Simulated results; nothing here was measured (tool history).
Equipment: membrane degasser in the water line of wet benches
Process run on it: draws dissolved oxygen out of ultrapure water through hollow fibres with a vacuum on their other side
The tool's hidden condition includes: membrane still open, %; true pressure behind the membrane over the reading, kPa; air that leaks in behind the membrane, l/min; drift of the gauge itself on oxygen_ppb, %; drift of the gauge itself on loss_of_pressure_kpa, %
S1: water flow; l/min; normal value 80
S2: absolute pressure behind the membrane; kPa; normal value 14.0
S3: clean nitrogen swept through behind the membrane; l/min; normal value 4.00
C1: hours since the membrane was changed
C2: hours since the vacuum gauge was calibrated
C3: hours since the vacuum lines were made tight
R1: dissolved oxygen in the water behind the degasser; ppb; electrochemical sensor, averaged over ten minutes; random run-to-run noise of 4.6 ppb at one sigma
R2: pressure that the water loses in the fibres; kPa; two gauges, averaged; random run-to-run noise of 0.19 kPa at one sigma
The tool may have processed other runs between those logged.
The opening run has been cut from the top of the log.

run 2 hour=271.9 | S1=61 S2=14.0 S3=4.00 | C1=4216 C2=4658 C3=1434 | R1=432.3 R2=27.84
run 3 hour=436.9 | S1=61 S2=14.0 S3=4.00 | C1=4381 C2=4823 C3=1599 | R1=434.1 R2=28.30
run 4 hour=704.6 | S1=61 S2=14.0 S3=4.00 | C1=4649 C2=5091 C3=1867 | R1=434.5 R2=27.98
run 5 hour=876.7 | S1=61 S2=14.0 S3=4.00 | C1=4821 C2=5263 C3=2039 | R1=438.9 R2=28.23
run 6 hour=1116.7 | S1=80 S2=20.2 S3=4.00 | C1=5061 C2=5503 C3=2279 | R1=814.6 R2=37.12
run 7 hour=1378.2 | S1=80 S2=20.2 S3=4.00 | C1=5322 C2=5765 C3=2540 | R1=804.5 R2=37.00
run 8 hour=1598.1 | S1=80 S2=20.2 S3=4.00 | C1=5542 C2=5985 C3=2760 | R1=803.5 R2=37.01
run 9 hour=1893.8 | S1=80 S2=14.0 S3=4.27 | C1=5838 C2=6280 C3=3056 | R1=557.8 R2=37.24
run 10 hour=2060.2 | S1=80 S2=14.0 S3=4.00 | C1=6004 C2=6447 C3=3223 | R1=569.3 R2=37.43
run 11 hour=2302.7 | S1=80 S2=14.0 S3=4.00 | C1=6247 C2=6689 C3=3465 | R1=568.4 R2=37.16
run 12 hour=2469.8 | S1=80 S2=14.0 S3=4.00 | C1=6414 C2=6856 C3=3632 | R1=568.5 R2=37.13
run 13 hour=2653.0 | S1=80 S2=14.0 S3=4.00 | C1=6597 C2=7039 C3=3815 | R1=573.8 R2=37.14
run 14 hour=2825.0 | S1=80 S2=23.6 S3=4.00 | C1=6769 C2=7211 C3=3987 | R1=933.8 R2=37.44
run 15 hour=3042.4 | S1=50 S2=14.0 S3=4.00 | C1=6986 C2=7429 C3=4205 | R1=354.6 R2=23.42
run 16 hour=3272.8 | S1=50 S2=14.0 S3=4.00 | C1=7217 C2=7659 C3=4435 | R1=359.6 R2=23.48
run 17 hour=3451.2 | S1=50 S2=14.0 S3=4.00 | C1=7395 C2=7838 C3=4614 | R1=357.5 R2=23.61
run 18 hour=3607.7 | S1=50 S2=14.0 S3=4.00 | C1=7552 C2=7994 C3=4770 | R1=357.3 R2=23.13
run 19 hour=3791.9 | S1=80 S2=14.0 S3=4.64 | C1=7736 C2=8178 C3=4954 | R1=533.7 R2=37.48
run 20 hour=4000.3 | S1=80 S2=14.0 S3=4.64 | C1=7944 C2=8387 C3=5163 | R1=518.6 R2=37.60
run 21 hour=4206.2 | S1=80 S2=14.0 S3=4.64 | C1=8150 C2=8593 C3=5369 | R1=528.0 R2=37.49
-- hour=4229.7 vacuum gauge calibrated
run 22 hour=4424.7 | S1=80 S2=14.0 S3=4.64 | C1=8368 C2=195 C3=5587 | R1=524.4 R2=37.54
run 23 hour=4652.2 | S1=80 S2=14.0 S3=4.64 | C1=8596 C2=423 C3=5814 | R1=522.4 R2=37.73
run 24 hour=4870.7 | S1=80 S2=14.0 S3=4.64 | C1=8814 C2=641 C3=6033 | R1=521.5 R2=37.29

Predict the results of run 25:
run 25 hour=5147.5 | S1=80 S2=14.0 S3=4.64 | C1=9091 C2=918 C3=6309 | R1=? R2=?

R1: 531.8 ppb
R2: 37.62 kPa
With no hidden state in the tool, this same run would have given R1 511.5 ppb, R2 36.20 kPa.
